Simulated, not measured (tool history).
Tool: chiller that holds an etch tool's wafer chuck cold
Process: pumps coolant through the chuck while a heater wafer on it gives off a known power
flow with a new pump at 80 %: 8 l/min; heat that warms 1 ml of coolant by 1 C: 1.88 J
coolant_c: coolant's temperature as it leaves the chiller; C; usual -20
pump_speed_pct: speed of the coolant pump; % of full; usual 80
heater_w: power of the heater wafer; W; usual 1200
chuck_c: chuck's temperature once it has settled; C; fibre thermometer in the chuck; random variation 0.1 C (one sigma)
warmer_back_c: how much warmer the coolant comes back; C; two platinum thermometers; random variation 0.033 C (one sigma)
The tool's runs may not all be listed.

run	day	coolant_c	pump_speed_pct	heater_w	chuck_c	warmer_back_c
1	0	-20	80	1200	-9.3	4.89
2	2.675	-20	80	1200	-9.4	4.93
3	5.512	-20	80	1200	-9.4	4.85
4	8.125	-20	80	1200	-9.3	4.93
5	10.729	-20	80	1200	-9.2	4.86
6	14.088	-20	65	1200	-6.9	6.2
7	17	-20	65	1200	-6.9	6.18
8	19.55	-20	65	1200	-6.9	6.2
9	23.446	-20	65	1200	-6.7	6.2
10	25.25	-20	65	1200	-6.9	6.27
11	29.429	-20	65	1200	-6.9	6.22
12	32.35	-20	65	1200	-6.7	6.25
13	35.15	-20	65	1200	-6.5	6.21
# day 38.158: chiller's thermometer calibrated
14	38.429	-20	79	1200	-9	5.02
15	42.004	-20	80	988	-11.2	4.06
16	44.304	-20	80	988	-11	4.08
17	46.838	-20	80	988	-11.3	4.09
18	50.95	-15	80	1546	-1.2	6.42
19	53.496	-20	90	1577	-7.4	5.68
20	57.479	-20	90	1577	-7.5	5.66
21	59.542	-18	80	1200	-7	5.02
22	63.842	-18	80	1200	-7	4.9
23	66.067	-18	80	1200	-7	4.98
24	69.483	-18	80	1200	-7.1	5
25	71.517	-25	71	1200	-12.7	5.72
26	73.929	-25	71	1200	-12.7	5.68
27	76.033	-25	71	1200	-12.6	5.69
28	79.208	-13	91	1076	-4.3	3.85
29	81.221	-20	88	1274	-9.4	4.77
30	83.054	-20	88	1274	-9.4	4.79
31	86.912	-20	88	1164	-10.2	4.36

4 ways to go on from here, each from the tool as it stands after run 31. What would each give?
A	89.442	-20	88	1557	?	?
B	89.442	-17	80	1174	?	?
C	89.442	-23	80	1660	?	?
D	89.442	-20	88	1296	?	?

run	chuck_c	warmer_back_c
A	-6.8	5.82
B	-6.1	4.93
C	-7.8	6.98
D	-9.1	4.9
Without the tool's hidden state the same runs would have given:
run	chuck_c	warmer_back_c
A	-8.1	5.55
B	-7.2	4.71
C	-9.3	6.66
D	-10.2	4.68

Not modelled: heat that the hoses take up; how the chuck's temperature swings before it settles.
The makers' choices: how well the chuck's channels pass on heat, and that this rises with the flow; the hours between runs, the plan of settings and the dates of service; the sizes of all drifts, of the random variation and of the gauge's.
